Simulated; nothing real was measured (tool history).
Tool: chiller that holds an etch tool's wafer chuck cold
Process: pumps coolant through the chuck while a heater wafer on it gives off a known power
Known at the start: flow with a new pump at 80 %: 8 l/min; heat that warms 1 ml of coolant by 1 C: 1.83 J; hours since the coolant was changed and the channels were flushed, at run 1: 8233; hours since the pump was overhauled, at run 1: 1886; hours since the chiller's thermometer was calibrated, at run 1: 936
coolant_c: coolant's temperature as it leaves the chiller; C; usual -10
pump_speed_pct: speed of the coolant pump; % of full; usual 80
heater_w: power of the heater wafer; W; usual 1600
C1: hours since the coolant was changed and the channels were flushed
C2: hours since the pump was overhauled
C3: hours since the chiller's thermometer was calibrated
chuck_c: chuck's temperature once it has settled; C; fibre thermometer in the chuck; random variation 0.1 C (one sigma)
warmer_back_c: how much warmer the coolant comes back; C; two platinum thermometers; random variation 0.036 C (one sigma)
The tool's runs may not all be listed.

{"run": 1, "hour": 0.0, "coolant_c": -10, "pump_speed_pct": 80, "heater_w": 1600, "C1": 8233, "C2": 1886, "C3": 936, "chuck_c": 10.1, "warmer_back_c": 6.57}
{"run": 2, "hour": 68.7, "coolant_c": -1, "pump_speed_pct": 80, "heater_w": 1600, "C1": 8302, "C2": 1954, "C3": 1005, "chuck_c": 18.7, "warmer_back_c": 6.63}
{"run": 3, "hour": 171.2, "coolant_c": -1, "pump_speed_pct": 80, "heater_w": 1600, "C1": 8404, "C2": 2057, "C3": 1108, "chuck_c": 19.0, "warmer_back_c": 6.66}
{"run": 4, "hour": 252.6, "coolant_c": -1, "pump_speed_pct": 80, "heater_w": 1600, "C1": 8486, "C2": 2138, "C3": 1189, "chuck_c": 19.1, "warmer_back_c": 6.65}
{"run": 5, "hour": 307.7, "coolant_c": -1, "pump_speed_pct": 80, "heater_w": 1600, "C1": 8541, "C2": 2193, "C3": 1244, "chuck_c": 19.0, "warmer_back_c": 6.69}
{"run": 6, "hour": 374.6, "coolant_c": -1, "pump_speed_pct": 80, "heater_w": 1600, "C1": 8608, "C2": 2260, "C3": 1311, "chuck_c": 18.9, "warmer_back_c": 6.67}
{"run": 7, "hour": 446.6, "coolant_c": -1, "pump_speed_pct": 80, "heater_w": 1600, "C1": 8680, "C2": 2332, "C3": 1383, "chuck_c": 19.1, "warmer_back_c": 6.64}
{"run": 8, "hour": 538.3, "coolant_c": -1, "pump_speed_pct": 80, "heater_w": 1914, "C1": 8772, "C2": 2424, "C3": 1475, "chuck_c": 23.2, "warmer_back_c": 7.95}
{"run": 9, "hour": 612.0, "coolant_c": -10, "pump_speed_pct": 80, "heater_w": 873, "C1": 8845, "C2": 2498, "C3": 1549, "chuck_c": 1.1, "warmer_back_c": 3.63}
{"run": 10, "hour": 707.2, "coolant_c": -10, "pump_speed_pct": 80, "heater_w": 1600, "C1": 8941, "C2": 2593, "C3": 1644, "chuck_c": 10.4, "warmer_back_c": 6.69}
{"run": 11, "hour": 762.9, "coolant_c": -10, "pump_speed_pct": 80, "heater_w": 1600, "C1": 8996, "C2": 2649, "C3": 1699, "chuck_c": 10.1, "warmer_back_c": 6.73}
{"run": 12, "hour": 848.3, "coolant_c": -10, "pump_speed_pct": 80, "heater_w": 1600, "C1": 9082, "C2": 2734, "C3": 1785, "chuck_c": 10.2, "warmer_back_c": 6.65}
{"run": 13, "hour": 918.4, "coolant_c": -10, "pump_speed_pct": 80, "heater_w": 1600, "C1": 9152, "C2": 2804, "C3": 1855, "chuck_c": 10.3, "warmer_back_c": 6.64}
{"run": 14, "hour": 962.4, "coolant_c": -12, "pump_speed_pct": 80, "heater_w": 1600, "C1": 9196, "C2": 2848, "C3": 1899, "chuck_c": 8.3, "warmer_back_c": 6.71}
{"run": 15, "hour": 1062.0, "coolant_c": -12, "pump_speed_pct": 80, "heater_w": 1600, "C1": 9295, "C2": 2948, "C3": 1999, "chuck_c": 8.3, "warmer_back_c": 6.74}
{"run": 16, "hour": 1124.4, "coolant_c": -12, "pump_speed_pct": 80, "heater_w": 1600, "C1": 9358, "C2": 3010, "C3": 2061, "chuck_c": 8.2, "warmer_back_c": 6.74}
{"run": 17, "hour": 1200.9, "coolant_c": -10, "pump_speed_pct": 94, "heater_w": 1041, "C1": 9434, "C2": 3087, "C3": 2137, "chuck_c": 1.6, "warmer_back_c": 3.71}
{"run": 18, "hour": 1285.6, "coolant_c": -13, "pump_speed_pct": 78, "heater_w": 1141, "C1": 9519, "C2": 3171, "C3": 2222, "chuck_c": 1.8, "warmer_back_c": 4.87}
{"run": 19, "hour": 1378.1, "coolant_c": -18, "pump_speed_pct": 81, "heater_w": 1313, "C1": 9611, "C2": 3264, "C3": 2315, "chuck_c": -1.4, "warmer_back_c": 5.46}
{"run": 20, "hour": 1433.6, "coolant_c": -8, "pump_speed_pct": 91, "heater_w": 1071, "C1": 9667, "C2": 3319, "C3": 2370, "chuck_c": 4.1, "warmer_back_c": 3.95}
{"run": 21, "hour": 1510.4, "coolant_c": -10, "pump_speed_pct": 67, "heater_w": 974, "C1": 9744, "C2": 3396, "C3": 2447, "chuck_c": 4.0, "warmer_back_c": 4.9}
{"hour": 1586.7, "done": "chiller's thermometer calibrated"}
{"run": 22, "hour": 1586.7, "coolant_c": -17, "pump_speed_pct": 80, "heater_w": 994, "C1": 9819, "C2": 3471, "C3": 0, "chuck_c": -4.3, "warmer_back_c": 4.19}
{"run": 23, "hour": 1650.4, "coolant_c": -5, "pump_speed_pct": 85, "heater_w": 1652, "C1": 9883, "C2": 3535, "C3": 64, "chuck_c": 15.1, "warmer_back_c": 6.53}
{"run": 24, "hour": 1698.3, "coolant_c": -5, "pump_speed_pct": 85, "heater_w": 1652, "C1": 9931, "C2": 3583, "C3": 112, "chuck_c": 15.1, "warmer_back_c": 6.46}
{"run": 25, "hour": 1768.9, "coolant_c": -1, "pump_speed_pct": 80, "heater_w": 1357, "C1": 10001, "C2": 3654, "C3": 182, "chuck_c": 16.4, "warmer_back_c": 5.73}
{"run": 26, "hour": 1821.0, "coolant_c": -1, "pump_speed_pct": 80, "heater_w": 1357, "C1": 10053, "C2": 3706, "C3": 234, "chuck_c": 16.3, "warmer_back_c": 5.65}
{"run": 27, "hour": 1925.0, "coolant_c": -12, "pump_speed_pct": 84, "heater_w": 1600, "C1": 10157, "C2": 3810, "C3": 338, "chuck_c": 7.8, "warmer_back_c": 6.37}
{"run": 28, "hour": 1971.9, "coolant_c": -12, "pump_speed_pct": 84, "heater_w": 1600, "C1": 10204, "C2": 3857, "C3": 385, "chuck_c": 7.7, "warmer_back_c": 6.36}
{"run": 29, "hour": 2046.2, "coolant_c": -17, "pump_speed_pct": 84, "heater_w": 821, "C1": 10279, "C2": 3931, "C3": 460, "chuck_c": -6.9, "warmer_back_c": 3.26}
{"run": 30, "hour": 2096.7, "coolant_c": -11, "pump_speed_pct": 82, "heater_w": 2234, "C1": 10329, "C2": 3981, "C3": 510, "chuck_c": 17.2, "warmer_back_c": 9.19}
{"hour": 2177.8, "done": "coolant changed, channels flushed"}
{"run": 31, "hour": 2204.3, "coolant_c": -18, "pump_speed_pct": 80, "heater_w": 1119, "C1": 27, "C2": 4083, "C3": 612, "chuck_c": -4.7, "warmer_back_c": 4.71}

3 ways to go on from here, each from the tool as it stands after run 31. What would each give?
{"run": "A", "hour": 2306.8, "coolant_c": -5, "pump_speed_pct": 82, "heater_w": 2234, "C1": 129, "C2": 4186, "C3": 714, "chuck_c": "?", "warmer_back_c": "?"}
{"run": "B", "hour": 2306.8, "coolant_c": -4, "pump_speed_pct": 93, "heater_w": 944, "C1": 129, "C2": 4186, "C3": 714, "chuck_c": "?", "warmer_back_c": "?"}
{"run": "C", "hour": 2306.8, "coolant_c": -18, "pump_speed_pct": 95, "heater_w": 1119, "C1": 129, "C2": 4186, "C3": 714, "chuck_c": "?", "warmer_back_c": "?"}

run=A chuck_c=21.2 warmer_back_c=9.14
run=B chuck_c=6.0 warmer_back_c=3.36
run=C chuck_c=-6.3 warmer_back_c=3.93
Without the tool's hidden state the same runs would have given:
run=A chuck_c=20.7 warmer_back_c=8.89
run=B chuck_c=5.9 warmer_back_c=3.27
run=C chuck_c=-6.5 warmer_back_c=3.82

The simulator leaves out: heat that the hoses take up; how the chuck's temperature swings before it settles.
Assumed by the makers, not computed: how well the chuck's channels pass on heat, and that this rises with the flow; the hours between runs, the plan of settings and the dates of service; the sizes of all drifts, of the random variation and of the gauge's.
